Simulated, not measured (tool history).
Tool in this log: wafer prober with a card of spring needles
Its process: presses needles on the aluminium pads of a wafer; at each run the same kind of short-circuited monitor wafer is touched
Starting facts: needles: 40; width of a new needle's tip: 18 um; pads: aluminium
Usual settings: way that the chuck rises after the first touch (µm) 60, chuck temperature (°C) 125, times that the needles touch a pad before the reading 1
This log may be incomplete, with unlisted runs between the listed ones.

run   hour  way that the chuck rises after the first touch (µm)  chuck temperature (°C)  times that the needles touch a pad before the reading  resistance of one needle with its contact and lead (mohm)  way that a needle slides on the pad (µm)
  1    0.0                                                   60                     125                                                      1                                                        196                                     16.28
       2.0  -- tips cleaned on abrasive film
      11.7  -- tips cleaned on abrasive film
      21.5  -- tips cleaned on abrasive film
      31.2  -- tips cleaned on abrasive film
      39.0  -- tips cleaned on abrasive film
  2   40.8                                                   60                     125                                                      1                                                        192                                     16.44
      48.6  -- tips cleaned on abrasive film
      58.3  -- tips cleaned on abrasive film
      68.1  -- tips cleaned on abrasive film
      77.8  -- tips cleaned on abrasive film
      87.5  -- tips cleaned on abrasive film
  3   92.7                                                   60                     125                                                      1                                                        198                                     16.20
      96.6  -- tips cleaned on abrasive film
     104.4  -- tips cleaned on abrasive film
     114.1  -- tips cleaned on abrasive film
     123.9  -- tips cleaned on abrasive film
     133.6  -- tips cleaned on abrasive film
     143.3  -- tips cleaned on abrasive film
  4  143.8                                                   60                     125                                                      1                                                        197                                     16.44
     151.6  -- tips cleaned on abrasive film
     161.3  -- tips cleaned on abrasive film
     171.0  -- tips cleaned on abrasive film
  5  172.5                                                   43                     125                                                      1                                                        196                                     11.76
     180.3  -- tips cleaned on abrasive film
     188.1  -- tips cleaned on abrasive film
     197.8  -- tips cleaned on abrasive film
     207.5  -- tips cleaned on abrasive film
     217.2  -- tips cleaned on abrasive film
  6  222.0                                                   43                     125                                                      1                                                        199                                     11.49
     226.0  -- tips cleaned on abrasive film
     233.8  -- tips cleaned on abrasive film
     243.5  -- tips cleaned on abrasive film
  7  249.3                                                   60                     125                                                      1                                                        196                                     16.02
     251.3  -- tips cleaned on abrasive film
     261.0  -- tips cleaned on abrasive film
     270.8  -- tips cleaned on abrasive film
     278.5  -- tips cleaned on abrasive film
     288.3  -- tips cleaned on abrasive film
     296.7  -- tips cleaned on abrasive film
  8  296.7                                                   60                     125                                                      1                                                        195                                     16.26
     306.4  -- tips cleaned on abrasive film
     316.1  -- tips cleaned on abrasive film
     325.9  -- tips cleaned on abrasive film
  9  329.3                                                   60                     125                                                      1                                                        193                                     15.96
     335.1  -- tips cleaned on abrasive film
     342.9  -- tips cleaned on abrasive film
     352.4  -- tips cleaned on abrasive film
 10  352.4                                                   60                      30                                                      1                                                        178                                     16.16
     362.1  -- tips cleaned on abrasive film
     371.8  -- tips cleaned on abrasive film
     381.5  -- tips cleaned on abrasive film
     391.2  -- tips cleaned on abrasive film
 11  396.5                                                   60                      30                                                      1                                                        176                                     16.26
     400.4  -- tips cleaned on abrasive film
     408.2  -- tips cleaned on abrasive film
     417.9  -- tips cleaned on abrasive film
     427.7  -- tips cleaned on abrasive film
     437.4  -- tips cleaned on abrasive film
 12  441.4                                                   60                     125                                                      1                                                        193                                     16.06
     445.3  -- tips cleaned on abrasive film
     455.0  -- tips cleaned on abrasive film
     464.7  -- tips cleaned on abrasive film
     474.4  -- tips cleaned on abrasive film
 13  478.7                                                   60                     125                                                      1                                                        197                                     15.96
     482.6  -- tips cleaned on abrasive film
     492.3  -- tips cleaned on abrasive film
     500.1  -- tips cleaned on abrasive film
     506.2  -- height of the first contact set anew
     509.1  -- tips cleaned on abrasive film
 14  509.1                                                   60                     125                                                      1                                                        198                                     16.21
     518.8  -- tips cleaned on abrasive film
     526.6  -- tips cleaned on abrasive film
 15  533.1                                                   58                      26                                                      1                                                        177                                     15.58
     535.1  -- tips cleaned on abrasive film
     544.8  -- tips cleaned on abrasive film
     552.6  -- tips cleaned on abrasive film
 16  558.4                                                   63                      26                                                      1                                                        173                                     17.07

Run 17 comes next. What will it give?
     560.4  -- tips cleaned on abrasive film
     570.1  -- tips cleaned on abrasive film
     579.9  -- tips cleaned on abrasive film
     587.6  -- tips cleaned on abrasive film
     597.4  -- tips cleaned on abrasive film
 17  600.3                                                   63                      26                                                      1                                                          ?                                         ?

{"run 17": {"resistance of one needle with its contact and lead (mohm)": 175, "way that a needle slides on the pad (µm)": 17.15}}
The same run, on a tool lacking any hidden state, would have yielded resistance of one needle with its contact and lead (mohm) 175, way that a needle slides on the pad (µm) 17.16.
